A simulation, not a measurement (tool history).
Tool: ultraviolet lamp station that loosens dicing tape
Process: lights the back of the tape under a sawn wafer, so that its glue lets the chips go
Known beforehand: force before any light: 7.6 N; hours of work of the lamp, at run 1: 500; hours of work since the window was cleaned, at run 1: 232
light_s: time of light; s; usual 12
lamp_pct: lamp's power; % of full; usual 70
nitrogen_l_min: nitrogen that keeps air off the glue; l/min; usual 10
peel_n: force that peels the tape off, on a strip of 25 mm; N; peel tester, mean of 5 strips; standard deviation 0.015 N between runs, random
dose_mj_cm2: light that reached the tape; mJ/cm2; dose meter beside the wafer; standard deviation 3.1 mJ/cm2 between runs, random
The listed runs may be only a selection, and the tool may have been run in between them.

run	hour	light_s	lamp_pct	nitrogen_l_min	hours of work of the lamp	hours of work since the window was cleaned	peel_n	dose_mj_cm2
1	0.0	12	70	10	500	232	1.108	365
# hour 8.7: window cleaned of glue's vapour
2	57.3	12	70	10	541	35	0.927	407
3	113.9	12	70	12	582	75	0.907	395
4	158.4	12	70	12	614	107	0.946	382
5	197.1	12	70	11	641	135	1.050	376
6	274.2	12	70	11	697	191	1.124	359
# hour 337.1: window cleaned of glue's vapour
7	343.5	12	70	11	746	5	0.998	395
8	428.7	12	70	11	807	66	1.065	371
9	522.8	12	70	11	875	133	1.259	352
10	588.2	6	98	11	922	180	2.064	236
# hour 667.0: window cleaned of glue's vapour
11	683.0	6	98	11	990	12	1.927	247

What if the next run were any one of these 5? Each begins from the tool's condition after run 11:
A	733.9	22	61	4	1026	48	?	?
B	733.9	6	84	11	1026	48	?	?
C	733.9	12	70	13	1026	48	?	?
D	733.9	9	98	11	1026	48	?	?
E	733.9	6	68	10	1026	48	?	?

run	peel_n	dose_mj_cm2
A	1.001	557
B	2.356	211
C	1.147	355
D	1.081	364
E	3.058	170
Take away the tool's hidden state, keep each run's random variation, and the runs would have read:
run	peel_n	dose_mj_cm2
A	0.544	772
B	1.548	293
C	0.631	490
D	0.591	505
E	2.178	235
